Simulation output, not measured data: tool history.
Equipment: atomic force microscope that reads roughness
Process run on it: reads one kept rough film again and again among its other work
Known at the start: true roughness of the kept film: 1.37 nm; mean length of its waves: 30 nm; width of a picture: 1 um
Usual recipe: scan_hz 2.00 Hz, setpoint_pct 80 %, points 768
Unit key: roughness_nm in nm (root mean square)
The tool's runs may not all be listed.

Run 1, hour 0.0: usual settings. Result: roughness_nm 1.054 nm (root mean square).
Run 2, hour 25.3: usual settings. Result: roughness_nm 1.053 nm (root mean square).
Run 3, hour 58.4: usual settings. Result: roughness_nm 1.026 nm (root mean square).
Run 4, hour 80.1: usual settings. Result: roughness_nm 1.013 nm (root mean square).
Run 5, hour 106.7: usual settings. Result: roughness_nm 0.997 nm (root mean square).
At hour 127.9: new tip fitted.
Run 6, hour 143.6: usual settings but setpoint_pct 66 %. Result: roughness_nm 1.195 nm (root mean square).
Run 7, hour 185.2: usual settings but setpoint_pct 66 %. Result: roughness_nm 1.164 nm (root mean square).
Run 8, hour 233.1: usual settings but points 461. Result: roughness_nm 1.022 nm (root mean square).
Run 9, hour 256.7: usual settings but points 461. Result: roughness_nm 1.020 nm (root mean square).
Run 10, hour 284.3: usual settings but points 461. Result: roughness_nm 1.010 nm (root mean square).
At hour 314.6: new tip fitted.
Run 11, hour 331.2: usual settings but points 461. Result: roughness_nm 1.084 nm (root mean square).
Run 12, hour 368.1: usual settings but scan_hz 1.76 Hz. Result: roughness_nm 1.081 nm (root mean square).
Run 13, hour 417.9: usual settings. Result: roughness_nm 1.032 nm (root mean square).
Run 14, hour 459.5: usual settings but scan_hz 0.78 Hz. Result: roughness_nm 1.115 nm (root mean square).
At hour 500.9: new tip fitted.
Run 15, hour 500.9: usual settings. Result: roughness_nm 1.107 nm (root mean square).
Run 16, hour 549.3: usual settings. Result: roughness_nm 1.072 nm (root mean square).
Run 17, hour 593.5: usual settings. Result: roughness_nm 1.055 nm (root mean square).
Run 18, hour 637.6: usual settings. Result: roughness_nm 1.014 nm (root mean square).
Run 19, hour 665.5: usual settings. Result: roughness_nm 0.989 nm (root mean square).
At hour 685.9: new tip fitted.
Run 20, hour 705.7: usual settings. Result: roughness_nm 1.086 nm (root mean square).
Run 21, hour 727.6: usual settings. Result: roughness_nm 1.071 nm (root mean square).
Run 22, hour 777.0: usual settings but points 531. Result: roughness_nm 1.045 nm (root mean square).
Run 23, hour 817.8: usual settings but points 430. Result: roughness_nm 1.022 nm (root mean square).
Run 24, hour 868.8: usual settings but points 430. Result: roughness_nm 0.986 nm (root mean square).
At hour 872.1: new tip fitted.
Run 25, hour 906.4: usual settings but points 430. Result: roughness_nm 1.072 nm (root mean square).
Run 26, hour 946.9: usual settings. Result: roughness_nm 1.049 nm (root mean square).
Run 27, hour 980.1: usual settings. Result: roughness_nm 1.026 nm (root mean square).
Run 28, hour 1033.4: usual settings but scan_hz 3.74 Hz, setpoint_pct 62 %, points 408. Result: roughness_nm 1.056 nm (root mean square).
At hour 1058.1: new tip fitted.
Run 29, hour 1067.6: usual settings but scan_hz 3.74 Hz, setpoint_pct 69 %, points 408. Result: roughness_nm 1.082 nm (root mean square).
Run 30, hour 1107.6: usual settings but setpoint_pct 70 %, points 478. Result: roughness_nm 1.133 nm (root mean square).
Run 31, hour 1140.3: usual settings but scan_hz 1.89 Hz, setpoint_pct 87 %, points 499. Result: roughness_nm 1.001 nm (root mean square).
Run 32, hour 1190.7: usual settings but scan_hz 1.91 Hz, setpoint_pct 85 %, points 728. Result: roughness_nm 0.986 nm (root mean square).
Run 33, hour 1216.4: usual settings but scan_hz 1.91 Hz, setpoint_pct 85 %, points 728. Result: roughness_nm 0.969 nm (root mean square).
At hour 1243.4: new tip fitted.
Run 34, hour 1261.3: usual settings but scan_hz 0.64 Hz, setpoint_pct 83 %, points 563. Result: roughness_nm 1.217 nm (root mean square).
Run 35, hour 1315.2: usual settings but scan_hz 0.94 Hz, setpoint_pct 69 %, points 724. Result: roughness_nm 1.199 nm (root mean square).
Run 36, hour 1345.1: usual settings but scan_hz 0.94 Hz, setpoint_pct 69 %, points 724. Result: roughness_nm 1.160 nm (root mean square).
Run 37, hour 1377.1: usual settings but scan_hz 0.55 Hz, setpoint_pct 82 %, points 345. Result: roughness_nm 1.137 nm (root mean square).
Run 38, hour 1405.4: usual settings but scan_hz 2.15 Hz, setpoint_pct 75 %, points 584. Result: roughness_nm 1.019 nm (root mean square).
At hour 1430.5: new tip fitted.
Run 39, hour 1441.4: usual settings but scan_hz 0.82 Hz, setpoint_pct 71 %, points 731. Result: roughness_nm 1.230 nm (root mean square).
Run 40, hour 1480.4: usual settings but scan_hz 0.82 Hz, setpoint_pct 71 %, points 731. Result: roughness_nm 1.220 nm (root mean square).
Run 41, hour 1522.9: usual settings but scan_hz 2.33 Hz, points 280. Result: roughness_nm 0.997 nm (root mean square).
Run 42, hour 1548.2: usual settings but scan_hz 2.33 Hz, points 280. Result: roughness_nm 0.991 nm (root mean square).
Run 43, hour 1573.0: usual settings but scan_hz 1.15 Hz. Result: roughness_nm 1.084 nm (root mean square).
Run 44, hour 1606.9: usual settings but scan_hz 1.15 Hz. Result: roughness_nm 1.070 nm (root mean square).
At hour 1617.7: new tip fitted.
Run 45, hour 1640.0: usual settings but scan_hz 1.15 Hz. Result: roughness_nm 1.170 nm (root mean square).
Run 46, hour 1671.0: usual settings but scan_hz 1.15 Hz. Result: roughness_nm 1.143 nm (root mean square).
Run 47, hour 1699.5: usual settings but points 544. Result: roughness_nm 1.038 nm (root mean square).
Run 48, hour 1746.9: usual settings but scan_hz 0.63 Hz, points 733. Result: roughness_nm 1.149 nm (root mean square).
Run 49, hour 1784.5: usual settings but scan_hz 2.85 Hz, setpoint_pct 83 %, points 725. Result: roughness_nm 0.913 nm (root mean square).
At hour 1803.2: new tip fitted.
Run 50, hour 1820.8: usual settings but scan_hz 3.86 Hz, setpoint_pct 61 %, points 938. Result: roughness_nm 1.152 nm (root mean square).
Run 51, hour 1855.9: usual settings but scan_hz 0.73 Hz, setpoint_pct 58 %, points 650. Result: roughness_nm 1.235 nm (root mean square).
Run 52, hour 1880.6: usual settings but scan_hz 1.18 Hz, setpoint_pct 74 %, points 315. Result: roughness_nm 1.145 nm (root mean square).
Run 53, hour 1923.0: usual settings but scan_hz 2.14 Hz, setpoint_pct 81 %, points 290. Result: roughness_nm 0.985 nm (root mean square).

Pick out some run-to-run changes in roughness_nm. Of each, how much would a tool without hidden state show as well, from the settings, what came in and chance, and how much is left for the hidden state and any gauge scatter not in both results compared?
Hidden state at play: radius of the tip, nm; height scale over the true one, %; drift of the gauge itself on roughness_nm, %.
Run 14 -> 15: scan_hz 0.78 -> 2.00, new tip fitted. roughness_nm -0.008 nm (root mean square): hidden state +0.106, all else -0.114.
Run 28 -> 29: setpoint_pct 62 -> 69, new tip fitted. roughness_nm +0.026 nm (root mean square): hidden state +0.099, all else -0.073.
Run 33 -> 34: scan_hz 1.91 -> 0.64, setpoint_pct 85 -> 83, points 728 -> 563, new tip fitted. roughness_nm +0.248 nm (root mean square): hidden state +0.080, all else +0.168.
Run 44 -> 45: new tip fitted. roughness_nm +0.100 nm (root mean square): hidden state +0.102, all else -0.002.
Run 48 -> 49: scan_hz 0.63 -> 2.85, setpoint_pct 80 -> 83, points 733 -> 725. roughness_nm -0.236 nm (root mean square): hidden state +0.000, all else -0.236.
Run 49 -> 50: scan_hz 2.85 -> 3.86, setpoint_pct 83 -> 61, points 725 -> 938, new tip fitted. roughness_nm +0.239 nm (root mean square): hidden state +0.080, all else +0.159.
